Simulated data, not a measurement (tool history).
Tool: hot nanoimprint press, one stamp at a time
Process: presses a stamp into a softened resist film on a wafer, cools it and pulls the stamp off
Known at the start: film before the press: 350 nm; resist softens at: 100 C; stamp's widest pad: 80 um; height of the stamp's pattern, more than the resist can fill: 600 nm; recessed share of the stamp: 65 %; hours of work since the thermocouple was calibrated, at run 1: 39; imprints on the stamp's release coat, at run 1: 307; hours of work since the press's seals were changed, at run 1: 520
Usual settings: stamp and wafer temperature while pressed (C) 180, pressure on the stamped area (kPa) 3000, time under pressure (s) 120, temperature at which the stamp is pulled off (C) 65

| run | hour | stamp and wafer temperature while pressed (C) | pressure on the stamped area (kPa) | time under pressure (s) | temperature at which the stamp is pulled off (C) | hours of work since the thermocouple was calibrated | imprints on the stamp's release coat | hours of work since the press's seals were changed | resist left under the stamp's widest pad (nm) | greatest force while the stamp is pulled off (N) |
|---|---|---|---|---|---|---|---|---|---|---|
| 1 | 0.0 | 180 | 3000 | 120 | 65 | 39 | 307 | 520 | 184.0 | 102 |
| 2 | 12.0 | 180 | 3000 | 120 | 65 | 48 | 382 | 530 | 185.3 | 100 |
| 3 | 30.4 | 180 | 3000 | 120 | 65 | 63 | 496 | 544 | 182.8 | 99 |
| 4 | 42.6 | 180 | 3000 | 133 | 65 | 72 | 573 | 554 | 178.0 | 100 |
| 5 | 57.3 | 180 | 3000 | 133 | 65 | 84 | 664 | 565 | 176.5 | 98 |
| 6 | 80.4 | 180 | 3000 | 133 | 65 | 102 | 808 | 584 | 177.8 | 106 |
| 7 | 99.8 | 180 | 3000 | 133 | 65 | 118 | 929 | 599 | 176.7 | 103 |
| 8 | 117.7 | 180 | 3000 | 133 | 65 | 132 | 1041 | 613 | 175.9 | 106 |
| 9 | 129.2 | 180 | 2450 | 133 | 65 | 141 | 1113 | 622 | 193.7 | 105 |
| 10 | 140.0 | 180 | 2730 | 120 | 65 | 149 | 1180 | 631 | 191.5 | 101 |
| 11 | 150.5 | 180 | 2730 | 120 | 64 | 157 | 1246 | 639 | 192.3 | 109 |
| 12 | 171.1 | 180 | 2730 | 120 | 64 | 174 | 1374 | 655 | 189.4 | 101 |
| 13 | 181.9 | 180 | 3000 | 212 | 65 | 182 | 1442 | 664 | 149.1 | 102 |
| 14 | 199.0 | 180 | 3000 | 120 | 65 | 196 | 1548 | 677 | 184.3 | 100 |
| 15 | 220.5 | 180 | 3000 | 120 | 65 | 213 | 1682 | 694 | 183.5 | 102 |
| 16 | 245.0 | 182 | 1840 | 62 | 64 | 232 | 1835 | 714 | 245.1 | 101 |
| 17 | 265.3 | 171 | 4610 | 120 | 67 | 248 | 1962 | 730 | 227.5 | 97 |
| 18 | 285.1 | 176 | 3000 | 120 | 65 | 264 | 2085 | 745 | 219.4 | 105 |
| 19 | 304.0 | 176 | 3000 | 120 | 65 | 279 | 2203 | 760 | 218.8 | 104 |
| 20 | 323.9 | 180 | 3290 | 120 | 65 | 294 | 2327 | 776 | 175.2 | 104 |
| 21 | 335.2 | 183 | 4550 | 132 | 63 | 303 | 2398 | 785 | 130.2 | 111 |
|  | 358.5 | stamp cleaned and given a new release coat |
| 22 | 363.3 | 183 | 4550 | 132 | 63 | 321 | 29 | 802 | 130.1 | 105 |
| 23 | 377.7 | 180 | 4550 | 177 | 53 | 332 | 119 | 813 | 132.5 | 136 |
|  | 387.5 | press's hydraulic seals changed and the load cell set to zero |
| 24 | 410.6 | 180 | 4550 | 177 | 71 | 352 | 274 | 18 | 133.3 | 87 |
| 25 | 421.9 | 179 | 3000 | 105 | 65 | 361 | 345 | 27 | 203.3 | 102 |
| 26 | 443.3 | 179 | 3000 | 105 | 65 | 377 | 479 | 44 | 199.8 | 104 |
| 27 | 457.7 | 179 | 3000 | 105 | 52 | 389 | 568 | 55 | 201.9 | 133 |
| 28 | 473.0 | 168 | 3120 | 108 | 54 | 401 | 664 | 67 | 279.1 | 124 |
| 29 | 496.4 | 189 | 2860 | 108 | 66 | 419 | 809 | 86 | 132.9 | 99 |

Forecast each of these 5 alternatives for the next run:
|  | 503.1 | plate thermocouple calibrated |
| A | 516.1 | 184 | 2940 | 108 | 72 | 10 | 913 | 99 | ? | ? |
|  | 503.1 | plate thermocouple calibrated |
| B | 516.1 | 186 | 3000 | 120 | 65 | 10 | 913 | 99 | ? | ? |
|  | 503.1 | plate thermocouple calibrated |
| C | 516.1 | 180 | 2860 | 108 | 66 | 10 | 913 | 99 | ? | ? |
|  | 503.1 | plate thermocouple calibrated |
| D | 516.1 | 180 | 3640 | 120 | 65 | 10 | 913 | 99 | ? | ? |
|  | 503.1 | plate thermocouple calibrated |
| E | 516.1 | 174 | 3000 | 120 | 56 | 10 | 913 | 99 | ? | ? |

| run | resist left under the stamp's widest pad (nm) | greatest force while the stamp is pulled off (N) |
|---|---|---|
| A | 162.9 | 85 |
| B | 140.2 | 98 |
| C | 194.0 | 101 |
| D | 171.5 | 100 |
| E | 235.5 | 126 |
Without the tool's hidden state the same runs would have given:
| run | resist left under the stamp's widest pad (nm) | greatest force while the stamp is pulled off (N) |
|---|---|---|
| A | 162.9 | 85 |
| B | 140.2 | 98 |
| C | 194.0 | 101 |
| D | 171.5 | 100 |
| E | 235.5 | 126 |
